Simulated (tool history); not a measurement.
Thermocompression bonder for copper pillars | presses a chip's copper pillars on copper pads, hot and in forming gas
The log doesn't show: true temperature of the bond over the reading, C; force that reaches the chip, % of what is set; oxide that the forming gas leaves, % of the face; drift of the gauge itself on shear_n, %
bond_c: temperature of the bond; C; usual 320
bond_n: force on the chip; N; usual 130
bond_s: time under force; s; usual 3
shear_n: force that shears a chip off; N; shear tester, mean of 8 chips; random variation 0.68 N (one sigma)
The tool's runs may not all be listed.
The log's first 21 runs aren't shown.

run	hour	bond_c	bond_n	bond_s	hours of work since the heater was calibrated	hours of work since the force cell was calibrated	hours of work since the gas filter was changed	shear_n
22	720.2	320	130	8	600	807	125	58.1
23	773.7	303	129	2	643	849	167	25.6
24	819	307	168	4	679	885	203	45.9
# hour 846.3: forming gas filter changed
25	866.7	307	168	4	716	923	16	49.2
26	919.4	347	130	3	758	965	58	56.6
27	951.5	347	130	3	784	990	84	55
28	995.2	329	130	3	818	1025	118	45.5
29	1038.9	329	130	3	853	1060	153	44.3
30	1063.6	294	130	2	873	1079	173	22
31	1090.7	291	175	3	894	1101	194	33.1
32	1124.2	315	130	3	921	1127	221	35.9
# hour 1128.2: forming gas filter changed
33	1179.6	320	130	2	964	1171	41	34.5
34	1205.8	307	100	7	985	1192	62	37.8
35	1238.6	307	100	7	1011	1218	88	39.2
# hour 1249: heater calibrated with a thermocouple chip
36	1284.4	335	159	9	28	1252	122	81.3
37	1311.9	335	159	9	50	1274	144	80.7
38	1339	334	103	2	71	1296	166	34
39	1389.5	340	161	4	112	1336	206	64.3

Forecast each of these 3 alternatives for the next run:
# hour 1411.7: forming gas filter changed
A	1416.3	310	106	3	132	1357	4	?
# hour 1411.7: forming gas filter changed
B	1416.3	332	130	3	132	1357	4	?
# hour 1411.7: forming gas filter changed
C	1416.3	340	119	3	132	1357	4	?

run	shear_n
A	32.3
B	50.2
C	51.3
Without the tool's hidden state the same runs would have given:
run	shear_n
A	33.7
B	52.1
C	53.1
